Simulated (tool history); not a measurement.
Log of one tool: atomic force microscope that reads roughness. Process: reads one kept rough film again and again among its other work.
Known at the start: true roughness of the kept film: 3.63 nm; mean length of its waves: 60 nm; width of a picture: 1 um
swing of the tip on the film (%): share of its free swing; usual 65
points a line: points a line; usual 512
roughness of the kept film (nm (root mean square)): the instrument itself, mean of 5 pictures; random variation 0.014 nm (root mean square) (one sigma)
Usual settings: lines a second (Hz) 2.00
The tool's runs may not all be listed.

| run | hour | lines a second (Hz) | swing of the tip on the film (%) | points a line | roughness of the kept film (nm (root mean square)) |
|---|---|---|---|---|---|
| 1 | 0.0 | 2.00 | 65 | 512 | 3.054 |
| 2 | 20.1 | 2.00 | 65 | 512 | 3.008 |
|  | 33.5 | new tip fitted |
| 3 | 35.1 | 2.00 | 65 | 512 | 3.367 |
| 4 | 56.9 | 2.00 | 61 | 512 | 3.359 |
| 5 | 76.6 | 2.00 | 61 | 512 | 3.338 |
| 6 | 99.1 | 2.00 | 65 | 450 | 3.267 |
| 7 | 119.7 | 2.00 | 65 | 450 | 3.265 |
| 8 | 134.3 | 2.00 | 65 | 450 | 3.244 |
| 9 | 158.2 | 2.00 | 65 | 450 | 3.216 |
| 10 | 177.8 | 2.00 | 65 | 450 | 3.192 |
| 11 | 192.7 | 2.00 | 65 | 450 | 3.207 |
| 12 | 206.1 | 3.56 | 83 | 382 | 2.767 |
| 13 | 219.5 | 2.28 | 83 | 382 | 2.945 |
| 14 | 233.7 | 2.00 | 65 | 330 | 3.148 |
| 15 | 258.3 | 2.00 | 65 | 330 | 3.121 |
|  | 260.9 | height scale calibrated on a step standard |
| 16 | 282.4 | 0.55 | 65 | 512 | 3.205 |
| 17 | 308.3 | 0.55 | 65 | 512 | 3.193 |
| 18 | 330.0 | 0.55 | 65 | 512 | 3.152 |
| 19 | 350.9 | 0.55 | 65 | 512 | 3.152 |
|  | 353.7 | height scale calibrated on a step standard, once more |
| 20 | 368.5 | 0.55 | 65 | 512 | 3.114 |
| 21 | 384.2 | 0.55 | 65 | 512 | 3.118 |
| 22 | 405.8 | 0.79 | 56 | 669 | 3.105 |

4 ways to go on from here, each from the tool as it stands after run 22. What would each give?
|  | 410.0 | new tip fitted |
| A | 418.5 | 2.18 | 89 | 500 | ? |
|  | 410.0 | new tip fitted |
| B | 418.5 | 2.30 | 66 | 669 | ? |
|  | 410.0 | new tip fitted |
| C | 418.5 | 0.79 | 56 | 895 | ? |
|  | 410.0 | new tip fitted |
| D | 418.5 | 0.88 | 73 | 898 | ? |

| run | roughness of the kept film (nm (root mean square)) |
|---|---|
| A | 2.983 |
| B | 3.311 |
| C | 3.439 |
| D | 3.356 |
Without the tool's hidden state the same runs would have given:
| run | roughness of the kept film (nm (root mean square)) |
|---|---|
| A | 3.002 |
| B | 3.333 |
| C | 3.461 |
| D | 3.378 |
